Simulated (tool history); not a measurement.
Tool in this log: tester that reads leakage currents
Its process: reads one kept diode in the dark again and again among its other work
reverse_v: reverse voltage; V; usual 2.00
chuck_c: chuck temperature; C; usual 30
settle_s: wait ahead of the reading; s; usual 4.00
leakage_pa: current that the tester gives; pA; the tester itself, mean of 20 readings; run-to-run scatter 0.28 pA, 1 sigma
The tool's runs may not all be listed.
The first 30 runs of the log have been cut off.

run	hour	reverse_v	chuck_c	settle_s	hours of work since the probe card was cleaned	hours of work since the tester was calibrated	hours of work since the chuck was calibrated	leakage_pa
31	1478.2	1.65	26	0.33	1117	1170	617	71.49
32	1524.7	16.64	41	7.42	1144	1198	645	562.62
33	1585.2	16.64	41	8.28	1180	1234	681	563.41
34	1642.2	15.14	29	1.63	1214	1267	714	238.75
35	1700.8	1.11	30	4.00	1249	1302	749	81.23
36	1767.8	15.38	30	0.97	1288	1342	789	261.55
37	1797.7	2.00	30	0.36	1306	1360	807	107.29
38	1853.3	1.15	30	1.40	1339	1393	840	84.23
39	1921.7	2.00	30	3.33	1380	1433	880	107.30

Here are 4 independent what-if runs from the current tool condition. What would each one return?
A	1983.0	1.09	30	3.33	1416	1469	916	?
B	1983.0	12.21	21	2.71	1416	1469	916	?
C	1983.0	2.00	45	1.06	1416	1469	916	?
D	1983.0	19.23	29	4.00	1416	1469	916	?

run	leakage_pa
A	83.16
B	125.10
C	300.80
D	272.58
Take away the tool's hidden state, keep each run's random variation, and the runs would have read:
run	leakage_pa
A	71.25
B	104.22
C	261.50
D	230.27
